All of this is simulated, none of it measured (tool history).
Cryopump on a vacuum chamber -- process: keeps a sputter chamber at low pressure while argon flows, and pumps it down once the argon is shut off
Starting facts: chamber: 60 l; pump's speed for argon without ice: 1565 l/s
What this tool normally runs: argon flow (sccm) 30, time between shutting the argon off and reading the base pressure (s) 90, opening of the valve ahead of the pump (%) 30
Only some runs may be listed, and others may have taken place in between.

run     day  argon flow (sccm)  time between shutting the argon off and reading the base pressure (s)  opening of the valve ahead of the pump (%)  pressure while argon flows (Pa)  pressure after the wait (uPa)
  1   0.000                 30                                                                     90                                          30                           0.1103                           1.69
  2   0.729                 30                                                                     90                                          30                           0.1109                           1.69
  3   1.458                 14                                                                     90                                          30                           0.0509                           1.69
  4   1.762                 30                                                                     90                                          30                           0.1101                           1.72
  5   2.083                 30                                                                     90                                          30                           0.1103                           1.76
  6   2.529                 30                                                                    206                                          30                           0.1102                           1.22
  7   2.917                 30                                                                    206                                          30                           0.1114                           1.21
  8   3.275                 30                                                                    206                                          30                           0.1114                           1.14
  9   3.571                 30                                                                    206                                          31                           0.1071                           1.19
 10   4.258                 30                                                                     90                                          30                           0.1107                           1.76
 11   4.604                 30                                                                     90                                          30                           0.1127                           1.75
 12   5.175                 30                                                                     90                                          30                           0.1109                           1.73
 13   5.558                 30                                                                     90                                          30                           0.1098                           1.75
 14   6.071                 30                                                                     90                                          30                           0.1112                           1.69
 15   6.750                 14                                                                     90                                          30                           0.0516                           1.78
 16   7.238                 14                                                                     90                                          30                           0.0518                           1.73
 17   7.592                 14                                                                     90                                          30                           0.0512                           1.72
 18   8.050                 28                                                                     42                                          30                           0.1039                           2.71
 19   8.408                 28                                                                     42                                          30                           0.1027                           2.81
 20   8.912                 36                                                                     38                                          30                           0.1334                           3.03
 21   9.496                 43                                                                     46                                          29                           0.1658                           2.58
 22  10.033                 43                                                                     46                                          29                           0.1650                           2.60
 23  10.512                 15                                                                     90                                          30                           0.0558                           1.77
 24  11.104                 26                                                                     59                                          54                           0.0559                           2.24
 25  11.800                 26                                                                     59                                          54                           0.0552                           2.30
 26  12.421                 26                                                                     59                                          54                           0.0550                           2.32
 27  12.983                 36                                                                     54                                          47                           0.0872                           2.52
 28  13.608                 36                                                                     54                                          47                           0.0873                           2.46
 29  14.138                 30                                                                     90                                          21                           0.1581                           1.82
 30  14.612                 30                                                                     90                                          21                           0.1574                           1.81
 31  15.100                 30                                                                     90                                          21                           0.1581                           1.76
 32  15.700                 18                                                                     56                                          21                           0.0950                           2.40
 33  16.208                 48                                                                    135                                          21                           0.2551                           1.52
 34  16.746                 48                                                                    119                                          16                           0.3313                           1.58

Measured minus without-hidden-state, run by run (identical run-to-run variation in each term; gauge scatter may differ):
The tool's hidden condition here consists of: pump's speed, % of a pump's without ice; cold plate's temperature, K; leak into the chamber, uPa l/s; drift of the gauge itself on working_pa, %; drift of the gauge itself on base_upa, %.
run  pressure while argon flows (Pa)  pressure after the wait (uPa)
  1                          +0.0025                          +0.58
  2                          +0.0025                          +0.59
  3                          +0.0012                          +0.61
  4                          +0.0026                          +0.59
  5                          +0.0027                          +0.61
  6                          +0.0027                          +0.62
  7                          +0.0027                          +0.62
  8                          +0.0028                          +0.59
  9                          +0.0028                          +0.60
 10                          +0.0028                          +0.64
 11                          +0.0030                          +0.63
 12                          +0.0030                          +0.63
 13                          +0.0030                          +0.64
 14                          +0.0031                          +0.62
 15                          +0.0014                          +0.65
 16                          +0.0015                          +0.64
 17                          +0.0015                          +0.64
 18                          +0.0030                          +0.63
 19                          +0.0031                          +0.65
 20                          +0.0040                          +0.66
 21                          +0.0049                          +0.65
 22                          +0.0050                          +0.65
 23                          +0.0018                          +0.67
 24                          +0.0031                          +0.67
 25                          +0.0032                          +0.68
 26                          +0.0032                          +0.70
 27                          +0.0046                          +0.72
 28                          +0.0047                          +0.71
 29                          +0.0040                          +0.69
 30                          +0.0040                          +0.70
 31                          +0.0041                          +0.69
 32                          +0.0025                          +0.72
 33                          +0.0068                          +0.72
 34                          +0.0068                          +0.72

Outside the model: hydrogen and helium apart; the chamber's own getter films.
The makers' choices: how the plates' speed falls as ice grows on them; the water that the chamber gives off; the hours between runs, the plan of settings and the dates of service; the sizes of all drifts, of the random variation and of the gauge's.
